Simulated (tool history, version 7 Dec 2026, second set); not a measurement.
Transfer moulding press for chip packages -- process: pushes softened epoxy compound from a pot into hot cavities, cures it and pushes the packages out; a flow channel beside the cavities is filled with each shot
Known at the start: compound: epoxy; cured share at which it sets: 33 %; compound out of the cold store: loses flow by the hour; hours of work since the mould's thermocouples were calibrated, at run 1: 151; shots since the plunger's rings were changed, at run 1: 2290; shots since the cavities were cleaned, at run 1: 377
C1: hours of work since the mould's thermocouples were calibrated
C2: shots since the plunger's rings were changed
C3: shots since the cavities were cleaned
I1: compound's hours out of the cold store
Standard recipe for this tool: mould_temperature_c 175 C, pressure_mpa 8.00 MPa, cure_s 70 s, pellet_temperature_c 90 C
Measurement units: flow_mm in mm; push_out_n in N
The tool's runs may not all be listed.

{"run": 1, "hour": 0.0, "mould_temperature_c": 175, "pressure_mpa": 8.0, "cure_s": 70, "pellet_temperature_c": 90, "C1": 151, "C2": 2290, "C3": 377, "I1": 14.1, "flow_mm": 789, "push_out_n": 362}
{"run": 2, "hour": 5.7, "mould_temperature_c": 175, "pressure_mpa": 8.0, "cure_s": 70, "pellet_temperature_c": 90, "C1": 155, "C2": 2389, "C3": 476, "I1": 29.8, "flow_mm": 746, "push_out_n": 351}
{"run": 3, "hour": 14.5, "mould_temperature_c": 175, "pressure_mpa": 8.0, "cure_s": 81, "pellet_temperature_c": 90, "C1": 161, "C2": 2542, "C3": 629, "I1": 32.4, "flow_mm": 724, "push_out_n": 278}
{"run": 4, "hour": 19.7, "mould_temperature_c": 175, "pressure_mpa": 7.59, "cure_s": 70, "pellet_temperature_c": 90, "C1": 165, "C2": 2632, "C3": 719, "I1": 16.0, "flow_mm": 757, "push_out_n": 369}
{"run": 5, "hour": 29.2, "mould_temperature_c": 175, "pressure_mpa": 7.59, "cure_s": 70, "pellet_temperature_c": 90, "C1": 171, "C2": 2798, "C3": 885, "I1": 35.4, "flow_mm": 696, "push_out_n": 342}
{"run": 6, "hour": 38.5, "mould_temperature_c": 175, "pressure_mpa": 8.0, "cure_s": 54, "pellet_temperature_c": 90, "C1": 177, "C2": 2961, "C3": 1048, "I1": 25.4, "flow_mm": 739, "push_out_n": 632}
{"hour": 44.2, "done": "cavities cleaned with cleaning compound and waxed"}
{"run": 7, "hour": 44.2, "mould_temperature_c": 175, "pressure_mpa": 8.0, "cure_s": 54, "pellet_temperature_c": 90, "C1": 180, "C2": 3033, "C3": 0, "I1": 45.5, "flow_mm": 687, "push_out_n": 626}
{"run": 8, "hour": 50.3, "mould_temperature_c": 175, "pressure_mpa": 9.09, "cure_s": 54, "pellet_temperature_c": 90, "C1": 184, "C2": 3139, "C3": 106, "I1": 11.1, "flow_mm": 852, "push_out_n": 664}
{"run": 9, "hour": 55.2, "mould_temperature_c": 175, "pressure_mpa": 9.09, "cure_s": 92, "pellet_temperature_c": 90, "C1": 187, "C2": 3226, "C3": 193, "I1": 45.9, "flow_mm": 724, "push_out_n": 277}
{"run": 10, "hour": 61.8, "mould_temperature_c": 175, "pressure_mpa": 8.0, "cure_s": 100, "pellet_temperature_c": 90, "C1": 192, "C2": 3340, "C3": 307, "I1": 11.6, "flow_mm": 786, "push_out_n": 261}
{"run": 11, "hour": 69.9, "mould_temperature_c": 175, "pressure_mpa": 8.0, "cure_s": 70, "pellet_temperature_c": 90, "C1": 197, "C2": 3482, "C3": 449, "I1": 9.0, "flow_mm": 810, "push_out_n": 369}
{"run": 12, "hour": 75.6, "mould_temperature_c": 175, "pressure_mpa": 8.0, "cure_s": 70, "pellet_temperature_c": 90, "C1": 201, "C2": 3580, "C3": 547, "I1": 32.1, "flow_mm": 731, "push_out_n": 348}

Forecast run 13:
{"run": 13, "hour": 83.7, "mould_temperature_c": 175, "pressure_mpa": 8.0, "cure_s": 105, "pellet_temperature_c": 90, "C1": 206, "C2": 3723, "C3": 690, "I1": 15.5, "flow_mm": "?", "push_out_n": "?"}

flow_mm: 788 mm
push_out_n: 255 N
The same run, on a tool lacking any hidden state, would have yielded flow_mm 788 mm, push_out_n 252 N.

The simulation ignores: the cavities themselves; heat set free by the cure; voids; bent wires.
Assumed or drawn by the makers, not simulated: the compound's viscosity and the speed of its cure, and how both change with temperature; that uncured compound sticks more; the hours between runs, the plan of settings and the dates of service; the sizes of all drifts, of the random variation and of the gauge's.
